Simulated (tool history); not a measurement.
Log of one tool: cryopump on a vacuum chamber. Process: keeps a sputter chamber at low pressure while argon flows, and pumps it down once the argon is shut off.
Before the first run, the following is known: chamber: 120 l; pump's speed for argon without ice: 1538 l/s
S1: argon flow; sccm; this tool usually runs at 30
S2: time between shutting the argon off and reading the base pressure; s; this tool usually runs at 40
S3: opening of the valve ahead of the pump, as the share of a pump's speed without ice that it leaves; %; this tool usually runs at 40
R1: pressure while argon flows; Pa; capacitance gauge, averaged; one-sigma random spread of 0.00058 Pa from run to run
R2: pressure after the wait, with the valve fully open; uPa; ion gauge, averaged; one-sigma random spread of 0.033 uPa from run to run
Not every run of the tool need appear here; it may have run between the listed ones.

Run 1, hour 0.0: usual settings. Result: R1 0.0883 Pa, R2 2.05 uPa.
Run 2, hour 28.5: usual settings. Result: R1 0.0879 Pa, R2 2.02 uPa.
Run 3, hour 49.4: usual settings. Result: R1 0.0885 Pa, R2 2.11 uPa.
Run 4, hour 75.2: usual settings. Result: R1 0.0891 Pa, R2 2.07 uPa.
Run 5, hour 87.4: usual settings. Result: R1 0.0899 Pa, R2 2.16 uPa.
Run 6, hour 104.9: usual settings. Result: R1 0.0902 Pa, R2 2.21 uPa.
Run 7, hour 131.9: usual settings. Result: R1 0.0906 Pa, R2 2.13 uPa.
Run 8, hour 156.1: usual settings. Result: R1 0.0902 Pa, R2 2.11 uPa.
Run 9, hour 178.6: usual settings. Result: R1 0.0899 Pa, R2 2.13 uPa.
Run 10, hour 194.9: usual settings. Result: R1 0.0917 Pa, R2 2.22 uPa.
At hour 208.6: pump warmed up, emptied and cooled again.
Run 11, hour 229.1: usual settings. Result: R1 0.0834 Pa, R2 2.07 uPa.
Run 12, hour 257.0: usual settings. Result: R1 0.0831 Pa, R2 2.21 uPa.
Run 13, hour 271.1: usual settings but S1 18 sccm, S3 15 %. Result: R1 0.1326 Pa, R2 2.17 uPa.
Run 14, hour 298.3: usual settings but S1 18 sccm, S2 30 s, S3 58 %. Result: R1 0.0343 Pa, R2 2.67 uPa.
Run 15, hour 320.2: usual settings but S1 18 sccm, S2 30 s, S3 58 %. Result: R1 0.0350 Pa, R2 2.64 uPa.
Run 16, hour 340.9: usual settings but S1 13 sccm, S2 169 s, S3 32 %. Result: R1 0.0453 Pa, R2 1.00 uPa.
Run 17, hour 368.9: usual settings but S1 13 sccm, S2 169 s, S3 15 %. Result: R1 0.0954 Pa, R2 1.02 uPa.
Run 18, hour 396.8: usual settings but S1 48 sccm, S2 287 s, S3 24 %. Result: R1 0.2237 Pa, R2 0.94 uPa.
Run 19, hour 412.4: usual settings but S1 48 sccm, S2 287 s, S3 24 %. Result: R1 0.2237 Pa, R2 0.91 uPa.
Run 20, hour 432.6: usual settings but S1 17 sccm. Result: R1 0.0478 Pa, R2 2.30 uPa.
Run 21, hour 457.8: usual settings but S2 191 s, S3 25 %. Result: R1 0.1351 Pa, R2 1.07 uPa.
Run 22, hour 472.9: usual settings but S2 191 s, S3 25 %. Result: R1 0.1350 Pa, R2 1.05 uPa.
Run 23, hour 494.1: usual settings but S1 25 sccm, S2 34 s, S3 25 %. Result: R1 0.1121 Pa, R2 2.54 uPa.

Alternative continuations, all from the tool just after run 23; predict every row:
Run A, hour 507.5: usual settings but S1 14 sccm, S2 63 s, S3 29 %. Result: R1 ?, R2 ?.
Run B, hour 507.5: usual settings but S1 21 sccm, S2 26 s, S3 25 %. Result: R1 ?, R2 ?.
Run C, hour 507.5: usual settings but S1 58 sccm, S2 187 s, S3 36 %. Result: R1 ?, R2 ?.
Run D, hour 507.5: usual settings but S1 12 sccm. Result: R1 ?, R2 ?.

run      R1    R2
  A  0.0540  1.75
  B  0.0950  3.18
  C  0.1835  1.19
  D  0.0337  2.33
With the hidden condition removed and each run's random variation left untouched, the same runs would have given:
run      R1    R2
  A  0.0523  1.13
  B  0.0924  2.55
  C  0.1764  0.56
  D  0.0322  1.71
